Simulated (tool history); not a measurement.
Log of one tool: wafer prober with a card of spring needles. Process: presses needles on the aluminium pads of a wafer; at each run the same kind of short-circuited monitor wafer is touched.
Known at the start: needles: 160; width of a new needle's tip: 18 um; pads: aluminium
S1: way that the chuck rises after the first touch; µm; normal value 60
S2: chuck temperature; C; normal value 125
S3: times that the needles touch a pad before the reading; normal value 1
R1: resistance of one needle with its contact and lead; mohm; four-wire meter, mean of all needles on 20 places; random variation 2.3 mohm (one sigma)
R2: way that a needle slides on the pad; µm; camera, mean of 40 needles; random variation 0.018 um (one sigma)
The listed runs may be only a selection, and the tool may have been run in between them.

run	hour	S1	S2	S3	R1	R2
1	0.0	60	125	1	316	8.65
# hour 2.0: tips cleaned on abrasive film
# hour 10.6: tips cleaned on abrasive film
# hour 19.5: tips cleaned on abrasive film
2	24.1	69	125	1	288	9.96
# hour 27.6: tips cleaned on abrasive film
# hour 36.6: tips cleaned on abrasive film
3	39.5	60	125	2	279	8.61
# hour 44.5: tips cleaned on abrasive film
# hour 52.7: tips cleaned on abrasive film
4	52.7	60	125	2	255	8.58
# hour 61.4: tips cleaned on abrasive film
# hour 70.4: tips cleaned on abrasive film
5	77.8	60	125	2	290	8.57
# hour 79.8: tips cleaned on abrasive film
# hour 88.6: tips cleaned on abrasive film
# hour 97.4: tips cleaned on abrasive film
# hour 106.5: tips cleaned on abrasive film
6	106.9	60	56	1	252	8.53
# hour 115.8: tips cleaned on abrasive film
# hour 124.7: tips cleaned on abrasive film
7	129.7	66	76	1	291	9.39
# hour 133.5: tips cleaned on abrasive film
# hour 141.4: tips cleaned on abrasive film
# hour 150.2: tips cleaned on abrasive film
8	152.5	66	76	1	274	9.40
# hour 158.0: tips cleaned on abrasive film
# hour 167.0: tips cleaned on abrasive film
9	171.2	66	76	1	291	9.39
# hour 174.9: tips cleaned on abrasive film
# hour 183.6: tips cleaned on abrasive film
10	189.0	45	76	1	362	6.29
# hour 192.8: tips cleaned on abrasive film
# hour 201.5: tips cleaned on abrasive film
11	203.8	77	31	1	254	10.98

Predict each of these 4 candidate next runs independently; none follows another, all start after run 11:
# hour 209.3: tips cleaned on abrasive film
# hour 218.0: tips cleaned on abrasive film
# hour 226.6: tips cleaned on abrasive film
A	227.9	41	125	1	?	?
# hour 209.3: tips cleaned on abrasive film
# hour 218.0: tips cleaned on abrasive film
# hour 226.6: tips cleaned on abrasive film
B	227.9	69	45	2	?	?
# hour 209.3: tips cleaned on abrasive film
# hour 218.0: tips cleaned on abrasive film
# hour 226.6: tips cleaned on abrasive film
C	227.9	60	60	3	?	?
# hour 209.3: tips cleaned on abrasive film
# hour 218.0: tips cleaned on abrasive film
# hour 226.6: tips cleaned on abrasive film
D	227.9	60	125	3	?	?

run	R1	R2
A	312	5.66
B	239	9.76
C	248	8.50
D	261	8.42
With the hidden condition removed and each run's random variation left untouched, the same runs would have given:
run	R1	R2
A	263	5.99
B	226	10.09
C	237	8.83
D	251	8.74
